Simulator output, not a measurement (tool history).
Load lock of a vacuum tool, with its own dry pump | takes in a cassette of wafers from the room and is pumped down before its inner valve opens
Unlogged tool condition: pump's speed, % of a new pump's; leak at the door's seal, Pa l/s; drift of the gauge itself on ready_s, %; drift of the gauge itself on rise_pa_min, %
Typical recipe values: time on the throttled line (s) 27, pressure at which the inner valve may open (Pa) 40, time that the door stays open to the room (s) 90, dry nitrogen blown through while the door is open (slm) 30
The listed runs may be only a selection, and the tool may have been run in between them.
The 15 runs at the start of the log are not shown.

run     hour  time on the throttled line (s)  pressure at which the inner valve may open (Pa)  time that the door stays open to the room (s)  dry nitrogen blown through while the door is open (slm)  hours that the pump has run since its overhaul  times that the door has closed on its seal  incoming humidity of the room's air, %  time from the closed door until the inner valve may open (s)  rise of the pressure with all valves shut (Pa/min)
 16   5845.8                              27                                               40                                             90                                                       30                                            9090                                       23083                                    42.8                                                          42.7                                               0.074
 17   6139.7                              24                                               40                                             90                                                       30                                            9384                                       23501                                    44.3                                                          40.2                                               0.069
      6181.6  -- dry pump taken out, an overhauled one fitted
 18   6400.2                              24                                               40                                            147                                                       42                                             219                                       23862                                    44.2                                                          36.1                                               0.071
 19   6946.1                              50                                               30                                             28                                                        5                                             764                                       24639                                    45.2                                                          59.8                                               0.089
 20   7240.6                              22                                               43                                            113                                                       22                                            1059                                       25058                                    46.6                                                          34.6                                               0.093
 21   7692.2                              14                                               61                                             48                                                       12                                            1511                                       25700                                    47.4                                                          27.2                                               0.086
 22   7961.9                              42                                               61                                             35                                                       12                                            1780                                       26084                                    45.8                                                          51.5                                               0.089
 23   8307.2                              19                                               65                                             72                                                       22                                            2126                                       26575                                    51.9                                                          31.5                                               0.088
 24   8712.4                              19                                               65                                             92                                                       10                                            2531                                       27151                                      41                                                          31.5                                               0.103
 25   8958.1                              19                                               65                                             92                                                       10                                            2776                                       27500                                    44.9                                                          31.9                                               0.108
 26   9420.9                              33                                               51                                             92                                                       10                                            3239                                       28158                                    47.1                                                          44.4                                               0.114
 27   9901.9                              25                                               75                                             92                                                       10                                            3720                                       28842                                    46.9                                                          36.9                                               0.114
 28  10443.2                              25                                               75                                             92                                                       10                                            4262                                       29612                                    46.2                                                          37.1                                               0.113
 29  10865.4                              20                                               29                                             33                                                       11                                            4684                                       30213                                    47.8                                                          35.3                                               0.105
 30  11415.2                              40                                               40                                             90                                                       11                                            5234                                       30995                                    43.4                                                          52.2                                               0.116
 31  11845.5                              41                                               29                                            126                                                       11                                            5664                                       31607                                      44                                                          53.9                                                0.12
 32  12360.2                              30                                               41                                             30                                                        6                                            6179                                       32339                                    45.9                                                            44                                               0.117
 33  12798.9                              20                                               62                                            205                                                       30                                            6617                                       32963                                    44.7                                                          34.6                                               0.117
 34  13121.7                              25                                               28                                             90                                                       30                                            6940                                       33422                                    44.8                                                          40.5                                               0.114

3 options for the next run, each taken on its own from the tool as it stands now. Forecast them:
  A  13631.8                              27                                               65                                             90                                                        6                                            7450                                       34147                                    45.6                                                             ?                                                   ?
  B  13631.8                              21                                               51                                             27                                                       30                                            7450                                       34147                                    44.1                                                             ?                                                   ?
  C  13631.8                              27                                               64                                             25                                                       10                                            7450                                       34147                                    45.9                                                             ?                                                   ?

run  time from the closed door until the inner valve may open (s)  rise of the pressure with all valves shut (Pa/min)
  A                                                          40.6                                               0.138
  B                                                          36.4                                               0.111
  C                                                          40.6                                                0.12
Take away the tool's hidden state, keep each run's random variation, and the runs would have read:
run  time from the closed door until the inner valve may open (s)  rise of the pressure with all valves shut (Pa/min)
  A                                                          37.7                                               0.046
  B                                                          33.3                                               0.019
  C                                                          37.8                                               0.027
